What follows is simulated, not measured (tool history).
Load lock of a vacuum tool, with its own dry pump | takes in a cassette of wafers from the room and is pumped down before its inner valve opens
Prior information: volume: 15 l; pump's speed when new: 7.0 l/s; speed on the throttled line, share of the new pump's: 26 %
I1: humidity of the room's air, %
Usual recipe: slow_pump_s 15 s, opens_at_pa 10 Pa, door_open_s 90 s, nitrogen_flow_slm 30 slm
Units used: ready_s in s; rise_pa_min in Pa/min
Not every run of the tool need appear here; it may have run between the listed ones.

{"run": 1, "hour": 0.0, "slow_pump_s": 15, "opens_at_pa": 10, "door_open_s": 90, "nitrogen_flow_slm": 30, "I1": 44.6, "ready_s": 31.4, "rise_pa_min": 0.095}
{"run": 2, "hour": 57.6, "slow_pump_s": 15, "opens_at_pa": 8, "door_open_s": 90, "nitrogen_flow_slm": 30, "I1": 42.8, "ready_s": 32, "rise_pa_min": 0.092}
{"run": 3, "hour": 134.4, "slow_pump_s": 15, "opens_at_pa": 10, "door_open_s": 90, "nitrogen_flow_slm": 30, "I1": 46.4, "ready_s": 31.3, "rise_pa_min": 0.098}
{"run": 4, "hour": 243.8, "slow_pump_s": 15, "opens_at_pa": 10, "door_open_s": 90, "nitrogen_flow_slm": 30, "I1": 45.9, "ready_s": 31.5, "rise_pa_min": 0.097}
{"run": 5, "hour": 296.5, "slow_pump_s": 15, "opens_at_pa": 10, "door_open_s": 90, "nitrogen_flow_slm": 30, "I1": 44, "ready_s": 31.9, "rise_pa_min": 0.103}
{"run": 6, "hour": 400.4, "slow_pump_s": 15, "opens_at_pa": 10, "door_open_s": 90, "nitrogen_flow_slm": 30, "I1": 44.8, "ready_s": 32, "rise_pa_min": 0.099}
{"run": 7, "hour": 463.1, "slow_pump_s": 15, "opens_at_pa": 10, "door_open_s": 90, "nitrogen_flow_slm": 30, "I1": 46.5, "ready_s": 31.6, "rise_pa_min": 0.101}
{"run": 8, "hour": 523.1, "slow_pump_s": 15, "opens_at_pa": 10, "door_open_s": 90, "nitrogen_flow_slm": 30, "I1": 45.8, "ready_s": 31.5, "rise_pa_min": 0.106}
{"run": 9, "hour": 575.0, "slow_pump_s": 15, "opens_at_pa": 10, "door_open_s": 128, "nitrogen_flow_slm": 30, "I1": 45.8, "ready_s": 31.9, "rise_pa_min": 0.113}
{"run": 10, "hour": 701.3, "slow_pump_s": 25, "opens_at_pa": 10, "door_open_s": 128, "nitrogen_flow_slm": 30, "I1": 43.3, "ready_s": 39, "rise_pa_min": 0.114}
{"run": 11, "hour": 801.4, "slow_pump_s": 15, "opens_at_pa": 13, "door_open_s": 90, "nitrogen_flow_slm": 30, "I1": 43.9, "ready_s": 31.6, "rise_pa_min": 0.103}
{"run": 12, "hour": 871.9, "slow_pump_s": 15, "opens_at_pa": 13, "door_open_s": 90, "nitrogen_flow_slm": 30, "I1": 47.1, "ready_s": 31.1, "rise_pa_min": 0.107}
{"run": 13, "hour": 977.0, "slow_pump_s": 15, "opens_at_pa": 13, "door_open_s": 90, "nitrogen_flow_slm": 30, "I1": 41.8, "ready_s": 30.9, "rise_pa_min": 0.103}
{"run": 14, "hour": 1068.5, "slow_pump_s": 15, "opens_at_pa": 13, "door_open_s": 90, "nitrogen_flow_slm": 30, "I1": 45.4, "ready_s": 31, "rise_pa_min": 0.108}
{"run": 15, "hour": 1130.2, "slow_pump_s": 15, "opens_at_pa": 13, "door_open_s": 90, "nitrogen_flow_slm": 30, "I1": 44.4, "ready_s": 31.1, "rise_pa_min": 0.104}
{"run": 16, "hour": 1219.2, "slow_pump_s": 15, "opens_at_pa": 13, "door_open_s": 90, "nitrogen_flow_slm": 30, "I1": 42.6, "ready_s": 31.1, "rise_pa_min": 0.11}
{"run": 17, "hour": 1273.2, "slow_pump_s": 15, "opens_at_pa": 13, "door_open_s": 90, "nitrogen_flow_slm": 30, "I1": 44.6, "ready_s": 31.1, "rise_pa_min": 0.11}
{"run": 18, "hour": 1387.5, "slow_pump_s": 15, "opens_at_pa": 13, "door_open_s": 90, "nitrogen_flow_slm": 30, "I1": 43.1, "ready_s": 31.3, "rise_pa_min": 0.111}
{"run": 19, "hour": 1440.7, "slow_pump_s": 15, "opens_at_pa": 13, "door_open_s": 90, "nitrogen_flow_slm": 30, "I1": 47.5, "ready_s": 31.3, "rise_pa_min": 0.113}
{"run": 20, "hour": 1501.7, "slow_pump_s": 11, "opens_at_pa": 9, "door_open_s": 97, "nitrogen_flow_slm": 33, "I1": 44.8, "ready_s": 29.5, "rise_pa_min": 0.11}
{"run": 21, "hour": 1560.3, "slow_pump_s": 11, "opens_at_pa": 11, "door_open_s": 34, "nitrogen_flow_slm": 33, "I1": 45.8, "ready_s": 28.6, "rise_pa_min": 0.096}
{"run": 22, "hour": 1657.8, "slow_pump_s": 11, "opens_at_pa": 11, "door_open_s": 34, "nitrogen_flow_slm": 33, "I1": 46.4, "ready_s": 28.7, "rise_pa_min": 0.097}
{"run": 23, "hour": 1751.8, "slow_pump_s": 12, "opens_at_pa": 12, "door_open_s": 78, "nitrogen_flow_slm": 38, "I1": 43.6, "ready_s": 29.3, "rise_pa_min": 0.102}
{"run": 24, "hour": 1866.2, "slow_pump_s": 30, "opens_at_pa": 12, "door_open_s": 33, "nitrogen_flow_slm": 38, "I1": 45.6, "ready_s": 42.3, "rise_pa_min": 0.103}
{"run": 25, "hour": 1974.2, "slow_pump_s": 30, "opens_at_pa": 12, "door_open_s": 47, "nitrogen_flow_slm": 38, "I1": 42.7, "ready_s": 42.3, "rise_pa_min": 0.103}
{"run": 26, "hour": 2076.5, "slow_pump_s": 12, "opens_at_pa": 12, "door_open_s": 26, "nitrogen_flow_slm": 6, "I1": 42.4, "ready_s": 29.3, "rise_pa_min": 0.118}
{"run": 27, "hour": 2187.6, "slow_pump_s": 15, "opens_at_pa": 10, "door_open_s": 27, "nitrogen_flow_slm": 5, "I1": 46, "ready_s": 32.1, "rise_pa_min": 0.13}
{"run": 28, "hour": 2264.0, "slow_pump_s": 15, "opens_at_pa": 7, "door_open_s": 83, "nitrogen_flow_slm": 6, "I1": 46.1, "ready_s": 33.1, "rise_pa_min": 0.164}
{"run": 29, "hour": 2383.9, "slow_pump_s": 11, "opens_at_pa": 7, "door_open_s": 90, "nitrogen_flow_slm": 30, "I1": 47.3, "ready_s": 30.2, "rise_pa_min": 0.131}
{"run": 30, "hour": 2480.2, "slow_pump_s": 25, "opens_at_pa": 10, "door_open_s": 119, "nitrogen_flow_slm": 30, "I1": 43.1, "ready_s": 39.5, "rise_pa_min": 0.136}
{"run": 31, "hour": 2570.7, "slow_pump_s": 29, "opens_at_pa": 8, "door_open_s": 38, "nitrogen_flow_slm": 30, "I1": 43.8, "ready_s": 42.6, "rise_pa_min": 0.117}
{"run": 32, "hour": 2641.2, "slow_pump_s": 29, "opens_at_pa": 8, "door_open_s": 38, "nitrogen_flow_slm": 30, "I1": 45.2, "ready_s": 42.5, "rise_pa_min": 0.113}
{"run": 33, "hour": 2733.7, "slow_pump_s": 8, "opens_at_pa": 10, "door_open_s": 90, "nitrogen_flow_slm": 5, "I1": 47.1, "ready_s": 26.6, "rise_pa_min": 0.183}
{"run": 34, "hour": 2853.0, "slow_pump_s": 15, "opens_at_pa": 15, "door_open_s": 90, "nitrogen_flow_slm": 4, "I1": 45.8, "ready_s": 31, "rise_pa_min": 0.196}
{"run": 35, "hour": 2978.9, "slow_pump_s": 15, "opens_at_pa": 15, "door_open_s": 90, "nitrogen_flow_slm": 4, "I1": 42, "ready_s": 31.4, "rise_pa_min": 0.179}
{"run": 36, "hour": 3076.3, "slow_pump_s": 9, "opens_at_pa": 19, "door_open_s": 97, "nitrogen_flow_slm": 15, "I1": 46.9, "ready_s": 25.8, "rise_pa_min": 0.159}
{"run": 37, "hour": 3177.0, "slow_pump_s": 9, "opens_at_pa": 19, "door_open_s": 108, "nitrogen_flow_slm": 4, "I1": 47, "ready_s": 26.5, "rise_pa_min": 0.204}
{"run": 38, "hour": 3280.4, "slow_pump_s": 9, "opens_at_pa": 19, "door_open_s": 108, "nitrogen_flow_slm": 4, "I1": 47, "ready_s": 26.3, "rise_pa_min": 0.206}

Forecast each of these 3 alternatives for the next run:
{"run": "A", "hour": 3357.1, "slow_pump_s": 25, "opens_at_pa": 10, "door_open_s": 90, "nitrogen_flow_slm": 30, "I1": 43.6, "ready_s": "?", "rise_pa_min": "?"}
{"run": "B", "hour": 3357.1, "slow_pump_s": 15, "opens_at_pa": 10, "door_open_s": 216, "nitrogen_flow_slm": 30, "I1": 46, "ready_s": "?", "rise_pa_min": "?"}
{"run": "C", "hour": 3357.1, "slow_pump_s": 13, "opens_at_pa": 10, "door_open_s": 90, "nitrogen_flow_slm": 30, "I1": 46.6, "ready_s": "?", "rise_pa_min": "?"}

run=A ready_s=39 rise_pa_min=0.144
run=B ready_s=32 rise_pa_min=0.17
run=C ready_s=31.2 rise_pa_min=0.138
The same runs, with their run-to-run variation unchanged, on a tool lacking any hidden condition would have given:
run=A ready_s=38.1 rise_pa_min=0.05
run=B ready_s=30.9 rise_pa_min=0.074
run=C ready_s=30.1 rise_pa_min=0.042

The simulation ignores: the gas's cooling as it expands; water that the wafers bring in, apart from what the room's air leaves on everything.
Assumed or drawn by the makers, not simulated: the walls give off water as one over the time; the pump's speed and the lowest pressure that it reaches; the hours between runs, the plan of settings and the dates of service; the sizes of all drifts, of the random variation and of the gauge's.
